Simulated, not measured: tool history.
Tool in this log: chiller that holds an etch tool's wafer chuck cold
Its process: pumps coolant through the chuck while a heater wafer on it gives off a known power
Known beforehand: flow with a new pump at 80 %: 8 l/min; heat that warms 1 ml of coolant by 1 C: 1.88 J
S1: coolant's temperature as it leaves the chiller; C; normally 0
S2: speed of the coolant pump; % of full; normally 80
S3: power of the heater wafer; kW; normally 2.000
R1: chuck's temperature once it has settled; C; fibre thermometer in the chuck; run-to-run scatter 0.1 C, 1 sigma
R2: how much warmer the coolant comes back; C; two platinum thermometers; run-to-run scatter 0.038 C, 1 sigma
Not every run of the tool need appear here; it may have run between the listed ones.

Run 1, hour 0.0: usual settings. Result: R1 18.3 C, R2 8.00 C.
Run 2, hour 31.7: usual settings. Result: R1 18.2 C, R2 8.08 C.
Run 3, hour 67.2: usual settings. Result: R1 18.4 C, R2 8.07 C.
Run 4, hour 91.6: usual settings but S1 1 C. Result: R1 19.4 C, R2 8.02 C.
Run 5, hour 110.2: usual settings but S1 1 C. Result: R1 19.4 C, R2 8.17 C.
Run 6, hour 136.7: usual settings but S1 1 C, S2 77 % of full. Result: R1 19.6 C, R2 8.42 C.
Run 7, hour 156.0: usual settings but S1 1 C, S2 77 % of full. Result: R1 19.8 C, R2 8.48 C.
Run 8, hour 189.0: usual settings. Result: R1 18.4 C, R2 8.29 C.
Run 9, hour 211.0: usual settings. Result: R1 18.5 C, R2 8.27 C.
Run 10, hour 250.6: usual settings. Result: R1 18.2 C, R2 8.31 C.
Run 11, hour 277.4: usual settings but S2 66 % of full. Result: R1 20.6 C, R2 10.04 C.
Run 12, hour 315.1: usual settings but S1 -2 C, S2 66 % of full. Result: R1 18.5 C, R2 10.11 C.
At hour 347.9: gauge calibrated.
Run 13, hour 356.2: usual settings but S1 -2 C, S2 66 % of full. Result: R1 18.7 C, R2 9.76 C.
Run 14, hour 395.4: usual settings but S1 -2 C, S2 66 % of full. Result: R1 18.7 C, R2 9.76 C.
Run 15, hour 431.3: usual settings but S1 -2 C, S2 66 % of full. Result: R1 18.7 C, R2 9.82 C.
Run 16, hour 464.2: usual settings but S1 -2 C, S2 66 % of full, S3 1.217 kW. Result: R1 10.7 C, R2 6.08 C.
Run 17, hour 506.2: usual settings but S2 74 % of full. Result: R1 19.1 C, R2 8.87 C.
Run 18, hour 526.2: usual settings but S2 74 % of full. Result: R1 19.2 C, R2 8.86 C.
Run 19, hour 554.7: usual settings but S1 8 C. Result: R1 26.3 C, R2 8.27 C.
Run 20, hour 574.6: usual settings but S1 8 C. Result: R1 26.3 C, R2 8.36 C.
At hour 578.6: chiller's thermometer calibrated.
Run 21, hour 596.3: usual settings but S1 8 C. Result: R1 26.2 C, R2 8.27 C.
Run 22, hour 628.0: usual settings but S1 8 C, S2 95 % of full, S3 1.187 kW. Result: R1 17.8 C, R2 4.39 C.
Run 23, hour 669.3: usual settings but S1 -7 C, S2 76 % of full. Result: R1 11.8 C, R2 8.86 C.
Run 24, hour 701.1: usual settings but S1 -2 C, S2 82 % of full, S3 1.756 kW. Result: R1 14.0 C, R2 7.25 C.
Run 25, hour 733.2: usual settings but S1 -7 C, S2 74 % of full, S3 2.626 kW. Result: R1 18.3 C, R2 11.89 C.
Run 26, hour 753.0: usual settings but S1 -7 C, S2 74 % of full, S3 2.626 kW. Result: R1 18.3 C, R2 11.87 C.
Run 27, hour 770.4: usual settings but S1 -7 C, S2 74 % of full, S3 2.626 kW. Result: R1 18.1 C, R2 11.87 C.
Run 28, hour 796.2: usual settings but S1 -7 C, S2 74 % of full, S3 2.626 kW. Result: R1 18.4 C, R2 11.89 C.
Run 29, hour 816.0: usual settings but S1 -7 C, S2 74 % of full, S3 2.626 kW. Result: R1 18.2 C, R2 12.00 C.
Run 30, hour 844.7: usual settings but S1 -7 C, S2 74 % of full, S3 2.626 kW. Result: R1 18.1 C, R2 12.02 C.
Run 31, hour 881.9: usual settings but S1 -7 C, S2 74 % of full, S3 2.626 kW. Result: R1 18.2 C, R2 12.00 C.

Predict each of these 5 candidate next runs independently; none follows another, all start after run 31:
Run A, hour 922.5: usual settings but S1 -7 C, S2 76 % of full, S3 1.708 kW. Result: R1 ?, R2 ?.
Run B, hour 922.5: usual settings but S1 4 C, S2 86 % of full, S3 2.626 kW. Result: R1 ?, R2 ?.
Run C, hour 922.5: usual settings but S1 -7 C, S2 85 % of full, S3 2.435 kW. Result: R1 ?, R2 ?.
Run D, hour 922.5: usual settings but S1 -7 C, S2 71 % of full. Result: R1 ?, R2 ?.
Run E, hour 922.5: usual settings but S2 62 % of full. Result: R1 ?, R2 ?.

run    R1     R2
  A   9.1   7.98
  B  27.2  10.51
  C  14.5   9.97
  D  12.9   9.73
  E  21.6  11.14
Had the tool no hidden state, the same runs would have come out as:
run    R1     R2
  A   9.1   7.22
  B  27.2   9.74
  C  14.5   9.20
  D  12.9   8.96
  E  21.5  10.37

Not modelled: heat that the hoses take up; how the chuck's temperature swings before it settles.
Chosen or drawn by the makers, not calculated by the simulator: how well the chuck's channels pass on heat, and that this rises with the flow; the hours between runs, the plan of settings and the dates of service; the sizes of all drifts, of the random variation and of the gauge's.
